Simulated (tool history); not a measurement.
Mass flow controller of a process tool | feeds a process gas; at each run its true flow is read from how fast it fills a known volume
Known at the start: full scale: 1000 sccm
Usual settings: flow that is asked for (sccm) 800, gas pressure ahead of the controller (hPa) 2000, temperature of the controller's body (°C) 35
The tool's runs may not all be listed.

run    hour  flow that is asked for (sccm)  gas pressure ahead of the controller (hPa)  temperature of the controller's body (°C)  true flow (%)
  1       0                            800                                        2000                                         35          98.14
  2   223.6                            800                                        2000                                         35          98.32
  3   354.3                            800                                        2000                                         35           98.3
  4   458.9                            800                                        2000                                         35          98.34
  5   683.4                            800                                        2000                                         35          98.26
  6   834.4                            800                                        2000                                         35          98.28
  7   929.9                            800                                        2000                                         35           98.2
  8  1053.3                            800                                        2000                                         35          98.35
  9  1156.6                            800                                        1620                                         35          98.18
 10  1346.2                            195                                        2000                                         35          96.73
 11  1447.8                            195                                        2000                                         23          97.93
 12  1560.6                            195                                        2000                                         23          97.78
 13  1685.1                            195                                        2000                                         23           97.9
 14  1855.4                            278                                        2000                                         23          98.28
 15  2010.5                            800                                        1890                                         35          98.46
 16  2180.2                            869                                        2000                                         35          98.75
 17    2284                            869                                        2000                                         35          98.39
 18  2459.8                            869                                        2000                                         35          98.68
 19  2616.3                            869                                        2000                                         35          98.78
 20  2813.6                            869                                        2000                                         35          98.61
 21    2948                            869                                        2000                                         35          98.62
 22  3077.2                            800                                        2000                                         35          98.54
 23  3243.6                            800                                        2000                                         21          99.93
 24  3450.2                            800                                        2000                                         21         100.04
 25  3680.2                            800                                        2350                                         24          99.84
 26  3903.8                            827                                        1490                                         38           97.9
 27  4042.4                            547                                        1480                                         21          98.88
 28  4160.2                            547                                        1760                                         21          99.01
 29  4291.4                            644                                        1550                                         34          98.04
 30  4476.8                            918                                        2230                                         27         100.02
 31  4698.3                            918                                        2230                                         27          99.87
 32  4892.4                            918                                        2780                                         28         100.27
 33  5102.6                            918                                        2780                                         28         100.26
 34  5313.2                            800                                        1750                                         32          98.73
 35  5442.4                            257                                        2000                                         35          97.41
 36  5539.4                            800                                        1910                                         35          98.65
 37  5666.4                            123                                        1910                                         27          98.39
 38  5844.3                            800                                        2710                                         23         100.51
 39  5947.2                            284                                        2200                                         30          98.13
 40  6076.5                            800                                        2060                                         35          98.88
 41  6199.1                            800                                        2060                                         35          98.74
 42  6399.6                            167                                        2000                                         35          97.49
 43  6522.9                            833                                        2200                                         30          99.55
 44  6654.4                            833                                        2200                                         30          99.65
 45  6805.5                            633                                        1520                                         21          99.37
 46  7029.3                            439                                        2250                                         25             99
 47  7177.5                            439                                        2250                                         25          98.98
 48  7370.9                            439                                        2250                                         25          99.15

Forecast each of these 4 alternatives for the next run:
  A  7515.5                            432                                        2250                                         25              ?
  B  7515.5                            439                                        2170                                         25              ?
  C  7515.5                            439                                        2240                                         21              ?
  D  7515.5                            486                                        2250                                         25              ?

run  true flow (%)
  A          99.18
  B          99.17
  C          99.45
  D           99.2
Without the tool's hidden state the same runs would have given:
run  true flow (%)
  A          98.49
  B          98.49
  C          98.77
  D          98.56
